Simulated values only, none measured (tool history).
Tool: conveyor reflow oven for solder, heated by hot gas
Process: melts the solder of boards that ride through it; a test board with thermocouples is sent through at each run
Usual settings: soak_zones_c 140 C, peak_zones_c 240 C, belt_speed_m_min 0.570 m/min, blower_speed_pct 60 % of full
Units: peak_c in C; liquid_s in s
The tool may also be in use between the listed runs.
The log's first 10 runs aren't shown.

run 11 hour=120.0 | soak_zones_c=140 peak_zones_c=240 belt_speed_m_min=0.517 blower_speed_pct=60 | peak_c=225.3 liquid_s=57.4
run 12 hour=133.8 | soak_zones_c=140 peak_zones_c=240 belt_speed_m_min=0.517 blower_speed_pct=60 | peak_c=224.6 liquid_s=58.1
run 13 hour=145.4 | soak_zones_c=140 peak_zones_c=240 belt_speed_m_min=0.517 blower_speed_pct=60 | peak_c=224.6 liquid_s=57.8
run 14 hour=155.6 | soak_zones_c=140 peak_zones_c=240 belt_speed_m_min=0.517 blower_speed_pct=60 | peak_c=225.4 liquid_s=58.0
run 15 hour=170.6 | soak_zones_c=140 peak_zones_c=240 belt_speed_m_min=0.517 blower_speed_pct=60 | peak_c=224.7 liquid_s=58.5
run 16 hour=180.6 | soak_zones_c=140 peak_zones_c=240 belt_speed_m_min=0.517 blower_speed_pct=60 | peak_c=224.4 liquid_s=58.1
run 17 hour=188.7 | soak_zones_c=140 peak_zones_c=244 belt_speed_m_min=0.599 blower_speed_pct=79 | peak_c=228.5 liquid_s=52.4
run 18 hour=202.5 | soak_zones_c=142 peak_zones_c=244 belt_speed_m_min=0.601 blower_speed_pct=79 | peak_c=228.3 liquid_s=52.5
run 19 hour=215.1 | soak_zones_c=142 peak_zones_c=244 belt_speed_m_min=0.601 blower_speed_pct=79 | peak_c=229.5 liquid_s=53.3
-- hour=221.5 flux residue cleaned out of gas plates and filters
run 20 hour=231.2 | soak_zones_c=142 peak_zones_c=251 belt_speed_m_min=0.623 blower_speed_pct=89 | peak_c=234.2 liquid_s=53.0
run 21 hour=237.8 | soak_zones_c=132 peak_zones_c=248 belt_speed_m_min=0.623 blower_speed_pct=89 | peak_c=229.6 liquid_s=48.3
run 22 hour=248.7 | soak_zones_c=140 peak_zones_c=236 belt_speed_m_min=0.570 blower_speed_pct=54 | peak_c=213.8 liquid_s=44.8
run 23 hour=259.5 | soak_zones_c=140 peak_zones_c=236 belt_speed_m_min=0.570 blower_speed_pct=54 | peak_c=214.2 liquid_s=45.0
-- hour=268.5 flux residue cleaned out of gas plates and filters, once more
run 24 hour=279.6 | soak_zones_c=150 peak_zones_c=236 belt_speed_m_min=0.570 blower_speed_pct=73 | peak_c=226.5 liquid_s=56.9
run 25 hour=294.4 | soak_zones_c=140 peak_zones_c=240 belt_speed_m_min=0.618 blower_speed_pct=60 | peak_c=221.1 liquid_s=46.9
run 26 hour=304.3 | soak_zones_c=138 peak_zones_c=234 belt_speed_m_min=0.570 blower_speed_pct=60 | peak_c=217.8 liquid_s=48.0
run 27 hour=318.3 | soak_zones_c=139 peak_zones_c=246 belt_speed_m_min=0.546 blower_speed_pct=60 | peak_c=230.5 liquid_s=57.0
run 28 hour=332.6 | soak_zones_c=142 peak_zones_c=244 belt_speed_m_min=0.515 blower_speed_pct=75 | peak_c=235.4 liquid_s=64.6
run 29 hour=341.8 | soak_zones_c=142 peak_zones_c=244 belt_speed_m_min=0.515 blower_speed_pct=75 | peak_c=234.9 liquid_s=64.4
run 30 hour=351.8 | soak_zones_c=140 peak_zones_c=240 belt_speed_m_min=0.570 blower_speed_pct=53 | peak_c=220.3 liquid_s=50.0

Forecast each of these 5 alternatives for the next run:
run A hour=362.8 | soak_zones_c=127 peak_zones_c=240 belt_speed_m_min=0.598 blower_speed_pct=60 | peak_c=? liquid_s=?
run B hour=362.8 | soak_zones_c=140 peak_zones_c=237 belt_speed_m_min=0.586 blower_speed_pct=53 | peak_c=? liquid_s=?
run C hour=362.8 | soak_zones_c=140 peak_zones_c=240 belt_speed_m_min=0.541 blower_speed_pct=60 | peak_c=? liquid_s=?
run D hour=362.8 | soak_zones_c=140 peak_zones_c=240 belt_speed_m_min=0.570 blower_speed_pct=76 | peak_c=? liquid_s=?
run E hour=362.8 | soak_zones_c=140 peak_zones_c=240 belt_speed_m_min=0.511 blower_speed_pct=53 | peak_c=? liquid_s=?

run=A peak_c=219.2 liquid_s=43.7
run=B peak_c=216.3 liquid_s=46.6
run=C peak_c=225.6 liquid_s=55.9
run=D peak_c=228.4 liquid_s=54.0
run=E peak_c=224.3 liquid_s=58.7
Without the tool's hidden state the same runs would have given:
run=A peak_c=217.7 liquid_s=42.1
run=B peak_c=214.7 liquid_s=44.8
run=C peak_c=224.0 liquid_s=54.2
run=D peak_c=226.8 liquid_s=52.6
run=E peak_c=222.6 liquid_s=56.8
